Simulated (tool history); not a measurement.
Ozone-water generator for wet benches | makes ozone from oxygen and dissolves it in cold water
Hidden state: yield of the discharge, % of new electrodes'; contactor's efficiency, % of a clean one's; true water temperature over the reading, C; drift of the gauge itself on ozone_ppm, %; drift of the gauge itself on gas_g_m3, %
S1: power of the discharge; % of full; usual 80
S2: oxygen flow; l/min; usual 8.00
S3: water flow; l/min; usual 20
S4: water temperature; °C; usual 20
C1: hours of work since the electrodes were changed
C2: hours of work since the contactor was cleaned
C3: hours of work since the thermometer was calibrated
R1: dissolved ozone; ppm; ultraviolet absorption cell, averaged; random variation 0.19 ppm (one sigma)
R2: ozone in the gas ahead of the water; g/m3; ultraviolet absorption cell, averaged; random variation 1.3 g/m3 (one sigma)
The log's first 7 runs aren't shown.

run	day	S1	S2	S3	S4	C1	C2	C3	R1	R2
8	6.842	80	8.00	23	20	908	5941	3324	23.4	232.6
9	7.600	80	8.00	20	20	921	5955	3338	26.8	235.5
10	8.492	80	8.00	20	20	938	5972	3354	26.5	231.5
# day 8.750: water thermometer calibrated
11	9.296	80	8.00	20	20	952	5986	10	26.7	234.0
12	9.988	80	8.00	20	20	965	5999	23	26.6	235.3
13	11.321	80	8.00	20	17	989	6023	47	28.1	233.8
14	12.338	80	8.00	20	17	1008	6042	66	28.0	232.7
15	12.983	80	13.33	20	17	1020	6054	78	24.1	163.5
16	13.871	48	13.33	20	17	1036	6070	94	15.3	102.9
17	14.879	51	8.00	22	19	1055	6089	113	16.3	154.2
18	15.771	51	8.00	22	19	1071	6105	129	16.5	153.5
19	16.688	75	6.35	31	16	1088	6122	146	17.5	254.2
20	18.008	80	13.82	16	13	1112	6146	170	30.9	160.5
21	19.267	80	13.82	16	13	1136	6170	193	30.4	161.5
22	19.879	80	13.82	16	13	1147	6181	205	30.5	159.1
23	20.492	82	6.42	31	14	1158	6192	216	19.7	271.6
24	21.671	82	6.42	31	14	1180	6214	238	19.8	273.0
25	22.392	65	12.75	26	20	1193	6227	251	15.5	137.9
26	23.171	48	6.96	21	15	1207	6241	265	17.8	159.0
27	23.962	64	8.30	16	23	1222	6256	280	24.3	183.1
28	24.667	64	8.30	16	23	1235	6269	293	24.4	184.5
29	25.604	61	4.23	18	23	1252	6286	310	24.4	277.1
30	26.754	80	8.00	20	14	1273	6307	331	29.3	230.1
31	27.625	80	8.00	20	14	1289	6323	347	29.8	229.0

4 ways to go on from here, each from the tool as it stands after run 31. What would each give?
A	28.300	80	5.39	18	22	1302	6336	359	?	?
B	28.300	84	8.00	20	24	1302	6336	359	?	?
C	28.300	80	7.42	13	14	1302	6336	359	?	?
D	28.300	77	11.01	20	24	1302	6336	359	?	?

run	R1	R2
A	31.5	300.2
B	25.9	242.2
C	42.8	241.9
D	21.4	177.6
Without the tool's hidden state the same runs would have given:
run	R1	R2
A	31.5	308.9
B	25.9	249.2
C	42.8	248.9
D	21.4	182.7

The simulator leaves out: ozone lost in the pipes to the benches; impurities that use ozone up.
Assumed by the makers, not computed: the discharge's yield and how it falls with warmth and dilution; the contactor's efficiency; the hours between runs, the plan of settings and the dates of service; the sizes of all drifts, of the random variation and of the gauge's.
